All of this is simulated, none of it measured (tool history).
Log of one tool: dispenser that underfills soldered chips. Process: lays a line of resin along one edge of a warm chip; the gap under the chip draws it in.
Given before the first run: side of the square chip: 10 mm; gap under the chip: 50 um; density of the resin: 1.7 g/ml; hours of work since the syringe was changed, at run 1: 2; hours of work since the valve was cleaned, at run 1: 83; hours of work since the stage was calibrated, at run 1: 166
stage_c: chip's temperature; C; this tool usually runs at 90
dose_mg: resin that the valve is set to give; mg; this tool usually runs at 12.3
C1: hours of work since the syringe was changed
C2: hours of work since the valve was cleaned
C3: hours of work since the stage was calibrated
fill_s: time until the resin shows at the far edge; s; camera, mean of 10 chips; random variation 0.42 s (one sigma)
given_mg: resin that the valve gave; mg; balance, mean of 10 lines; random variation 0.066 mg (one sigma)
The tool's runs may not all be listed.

{"run": 1, "hour": 0.0, "stage_c": 90, "dose_mg": 12.3, "C1": 2, "C2": 83, "C3": 166, "fill_s": 33.1, "given_mg": 11.79}
{"run": 2, "hour": 4.5, "stage_c": 90, "dose_mg": 12.3, "C1": 5, "C2": 86, "C3": 170, "fill_s": 36.9, "given_mg": 11.8}
{"run": 3, "hour": 9.7, "stage_c": 90, "dose_mg": 12.1, "C1": 9, "C2": 90, "C3": 173, "fill_s": 43.1, "given_mg": 11.54}
{"run": 4, "hour": 12.6, "stage_c": 90, "dose_mg": 10.8, "C1": 11, "C2": 92, "C3": 175, "fill_s": 47.9, "given_mg": 10.37}
{"hour": 13.7, "done": "new syringe of resin"}
{"run": 5, "hour": 18.0, "stage_c": 90, "dose_mg": 10.8, "C1": 3, "C2": 95, "C3": 179, "fill_s": 36.5, "given_mg": 10.33}
{"run": 6, "hour": 21.8, "stage_c": 90, "dose_mg": 12.3, "C1": 6, "C2": 98, "C3": 182, "fill_s": 40, "given_mg": 11.65}
{"hour": 25.1, "done": "dispensing valve cleaned and set on the balance"}
{"run": 7, "hour": 28.6, "stage_c": 103, "dose_mg": 12.3, "C1": 10, "C2": 2, "C3": 186, "fill_s": 32, "given_mg": 12.31}
{"hour": 31.3, "done": "new syringe of resin"}
{"run": 8, "hour": 34.4, "stage_c": 103, "dose_mg": 12.3, "C1": 2, "C2": 6, "C3": 190, "fill_s": 23.7, "given_mg": 12.34}
{"run": 9, "hour": 37.8, "stage_c": 90, "dose_mg": 12.3, "C1": 5, "C2": 9, "C3": 192, "fill_s": 36.9, "given_mg": 12.22}
{"run": 10, "hour": 41.3, "stage_c": 90, "dose_mg": 12.3, "C1": 7, "C2": 11, "C3": 195, "fill_s": 41.4, "given_mg": 12.29}
{"run": 11, "hour": 47.3, "stage_c": 90, "dose_mg": 12.3, "C1": 12, "C2": 16, "C3": 199, "fill_s": 47.8, "given_mg": 12.16}
{"hour": 47.9, "done": "new syringe of resin"}
{"run": 12, "hour": 50.1, "stage_c": 90, "dose_mg": 12.3, "C1": 2, "C2": 18, "C3": 201, "fill_s": 31.8, "given_mg": 12.3}
{"run": 13, "hour": 53.4, "stage_c": 90, "dose_mg": 11.6, "C1": 4, "C2": 20, "C3": 204, "fill_s": 36.1, "given_mg": 11.64}
{"run": 14, "hour": 57.3, "stage_c": 84, "dose_mg": 12.3, "C1": 7, "C2": 23, "C3": 206, "fill_s": 47, "given_mg": 12.2}
{"run": 15, "hour": 62.6, "stage_c": 84, "dose_mg": 12.3, "C1": 11, "C2": 27, "C3": 210, "fill_s": 54.9, "given_mg": 12.11}
{"hour": 64.4, "done": "new syringe of resin"}
{"run": 16, "hour": 67.5, "stage_c": 90, "dose_mg": 13.4, "C1": 2, "C2": 30, "C3": 213, "fill_s": 33.2, "given_mg": 13.24}
{"run": 17, "hour": 70.3, "stage_c": 90, "dose_mg": 13.4, "C1": 4, "C2": 32, "C3": 216, "fill_s": 35.8, "given_mg": 13.23}
{"run": 18, "hour": 72.8, "stage_c": 90, "dose_mg": 13.4, "C1": 6, "C2": 34, "C3": 217, "fill_s": 37.8, "given_mg": 13.16}
{"run": 19, "hour": 76.4, "stage_c": 90, "dose_mg": 13.4, "C1": 9, "C2": 36, "C3": 220, "fill_s": 41.8, "given_mg": 13.26}
{"hour": 81.1, "done": "new syringe of resin"}
{"run": 20, "hour": 81.9, "stage_c": 90, "dose_mg": 13.4, "C1": 1, "C2": 40, "C3": 224, "fill_s": 31.6, "given_mg": 13.15}
{"run": 21, "hour": 85.8, "stage_c": 90, "dose_mg": 13.4, "C1": 3, "C2": 43, "C3": 227, "fill_s": 35.5, "given_mg": 13.17}
{"run": 22, "hour": 89.7, "stage_c": 78, "dose_mg": 15.3, "C1": 6, "C2": 46, "C3": 229, "fill_s": 53.4, "given_mg": 15.14}
{"run": 23, "hour": 92.6, "stage_c": 98, "dose_mg": 11.8, "C1": 8, "C2": 48, "C3": 231, "fill_s": 34.1, "given_mg": 11.6}
{"run": 24, "hour": 95.6, "stage_c": 75, "dose_mg": 12.5, "C1": 10, "C2": 50, "C3": 234, "fill_s": 69.4, "given_mg": 12.28}
{"hour": 97.6, "done": "new syringe of resin"}
{"run": 25, "hour": 99.1, "stage_c": 75, "dose_mg": 12.5, "C1": 1, "C2": 52, "C3": 236, "fill_s": 50.5, "given_mg": 12.25}
{"run": 26, "hour": 103.4, "stage_c": 75, "dose_mg": 12.5, "C1": 4, "C2": 55, "C3": 239, "fill_s": 57.2, "given_mg": 12.17}
{"run": 27, "hour": 108.3, "stage_c": 90, "dose_mg": 13.8, "C1": 8, "C2": 59, "C3": 243, "fill_s": 41.1, "given_mg": 13.45}
{"run": 28, "hour": 110.8, "stage_c": 103, "dose_mg": 10.7, "C1": 10, "C2": 61, "C3": 244, "fill_s": 32.5, "given_mg": 10.44}
{"hour": 114.1, "done": "new syringe of resin"}
{"run": 29, "hour": 114.9, "stage_c": 80, "dose_mg": 15.6, "C1": 1, "C2": 63, "C3": 247, "fill_s": 40.9, "given_mg": 15.39}
{"run": 30, "hour": 117.9, "stage_c": 100, "dose_mg": 11.9, "C1": 3, "C2": 66, "C3": 249, "fill_s": 26.5, "given_mg": 11.62}
{"run": 31, "hour": 121.1, "stage_c": 100, "dose_mg": 11.9, "C1": 5, "C2": 68, "C3": 252, "fill_s": 28.6, "given_mg": 11.63}
{"run": 32, "hour": 126.9, "stage_c": 100, "dose_mg": 11.9, "C1": 9, "C2": 72, "C3": 256, "fill_s": 34.2, "given_mg": 11.6}
{"hour": 130.6, "done": "new syringe of resin"}
{"run": 33, "hour": 132.6, "stage_c": 100, "dose_mg": 11.9, "C1": 1, "C2": 76, "C3": 260, "fill_s": 23.8, "given_mg": 11.69}
{"run": 34, "hour": 136.0, "stage_c": 99, "dose_mg": 14.1, "C1": 4, "C2": 79, "C3": 262, "fill_s": 27.9, "given_mg": 13.74}
{"run": 35, "hour": 139.1, "stage_c": 99, "dose_mg": 14.1, "C1": 6, "C2": 81, "C3": 264, "fill_s": 30, "given_mg": 13.83}
{"run": 36, "hour": 144.3, "stage_c": 86, "dose_mg": 13.7, "C1": 10, "C2": 84, "C3": 268, "fill_s": 48.7, "given_mg": 13.21}
{"hour": 147.2, "done": "new syringe of resin"}
{"run": 37, "hour": 150.4, "stage_c": 76, "dose_mg": 14, "C1": 2, "C2": 89, "C3": 272, "fill_s": 49.3, "given_mg": 13.54}

3 options for the next run, each taken on its own from the tool as it stands now. Forecast them:
{"run": "A", "hour": 153.8, "stage_c": 95, "dose_mg": 15.1, "C1": 5, "C2": 91, "C3": 275, "fill_s": "?", "given_mg": "?"}
{"run": "B", "hour": 153.8, "stage_c": 82, "dose_mg": 12.3, "C1": 5, "C2": 91, "C3": 275, "fill_s": "?", "given_mg": "?"}
{"run": "C", "hour": 153.8, "stage_c": 100, "dose_mg": 11.8, "C1": 5, "C2": 91, "C3": 275, "fill_s": "?", "given_mg": "?"}

run=A fill_s=31.3 given_mg=14.52
run=B fill_s=45.7 given_mg=11.95
run=C fill_s=29.2 given_mg=11.46
Without the tool's unlogged condition, the same runs would have read:
run=A fill_s=25.6 given_mg=15.03
run=B fill_s=37.1 given_mg=12.37
run=C fill_s=23.9 given_mg=11.86
